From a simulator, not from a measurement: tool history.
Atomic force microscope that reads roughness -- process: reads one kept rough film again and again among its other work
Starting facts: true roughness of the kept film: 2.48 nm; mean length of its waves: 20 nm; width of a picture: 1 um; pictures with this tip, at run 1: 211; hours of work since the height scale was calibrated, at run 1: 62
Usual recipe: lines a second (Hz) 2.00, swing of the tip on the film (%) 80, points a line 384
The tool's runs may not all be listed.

| run | day | lines a second (Hz) | swing of the tip on the film (%) | points a line | pictures with this tip | hours of work since the height scale was calibrated | roughness of the kept film (nm (root mean square)) |
|---|---|---|---|---|---|---|---|
| 1 | 0.000 | 2.00 | 80 | 384 | 211 | 62 | 1.387 |
|  | 0.667 | new tip fitted |
| 2 | 0.746 | 0.70 | 80 | 384 | 4 | 74 | 1.831 |
| 3 | 1.188 | 0.70 | 80 | 384 | 28 | 81 | 1.789 |
| 4 | 1.675 | 0.70 | 80 | 384 | 55 | 90 | 1.746 |
| 5 | 2.521 | 2.00 | 80 | 577 | 101 | 104 | 1.511 |
| 6 | 2.962 | 2.00 | 80 | 620 | 125 | 111 | 1.491 |
| 7 | 3.346 | 2.00 | 80 | 384 | 146 | 118 | 1.449 |
| 8 | 3.842 | 0.62 | 80 | 384 | 173 | 126 | 1.594 |
| 9 | 4.717 | 2.00 | 80 | 606 | 221 | 141 | 1.375 |
|  | 5.171 | new tip fitted |
| 10 | 5.304 | 2.00 | 80 | 606 | 8 | 150 | 1.640 |
| 11 | 6.208 | 2.00 | 80 | 606 | 57 | 165 | 1.572 |
| 12 | 6.833 | 2.00 | 80 | 606 | 91 | 176 | 1.529 |
| 13 | 7.283 | 2.00 | 68 | 969 | 116 | 183 | 1.629 |
| 14 | 7.712 | 2.00 | 68 | 319 | 139 | 190 | 1.542 |
| 15 | 8.525 | 2.17 | 73 | 295 | 184 | 204 | 1.446 |
| 16 | 9.267 | 1.19 | 84 | 261 | 224 | 216 | 1.395 |
|  | 9.671 | new tip fitted |
| 17 | 9.871 | 0.55 | 63 | 831 | 11 | 226 | 1.918 |
| 18 | 10.683 | 0.55 | 63 | 831 | 55 | 240 | 1.844 |
| 19 | 11.125 | 0.55 | 63 | 831 | 80 | 247 | 1.799 |
| 20 | 11.671 | 0.55 | 63 | 831 | 109 | 256 | 1.756 |
| 21 | 12.396 | 0.55 | 63 | 831 | 149 | 268 | 1.706 |
| 22 | 13.242 | 0.55 | 63 | 831 | 195 | 282 | 1.652 |
| 23 | 13.862 | 1.51 | 63 | 1018 | 229 | 293 | 1.551 |

4 ways to go on from here, each from the tool as it stands after run 23. What would each give?
|  | 14.138 | new tip fitted |
| A | 14.321 | 2.00 | 80 | 313 | 10 | 300 | ? |
|  | 14.138 | new tip fitted |
| B | 14.321 | 1.51 | 80 | 1018 | 10 | 300 | ? |
|  | 14.138 | new tip fitted |
| C | 14.321 | 2.00 | 80 | 266 | 10 | 300 | ? |
|  | 14.138 | new tip fitted |
| D | 14.321 | 0.81 | 63 | 1018 | 10 | 300 | ? |

| run | roughness of the kept film (nm (root mean square)) |
|---|---|
| A | 1.620 |
| B | 1.734 |
| C | 1.588 |
| D | 1.899 |
Take away the tool's hidden state, keep each run's random variation, and the runs would have read:
| run | roughness of the kept film (nm (root mean square)) |
|---|---|
| A | 1.654 |
| B | 1.770 |
| C | 1.622 |
| D | 1.939 |
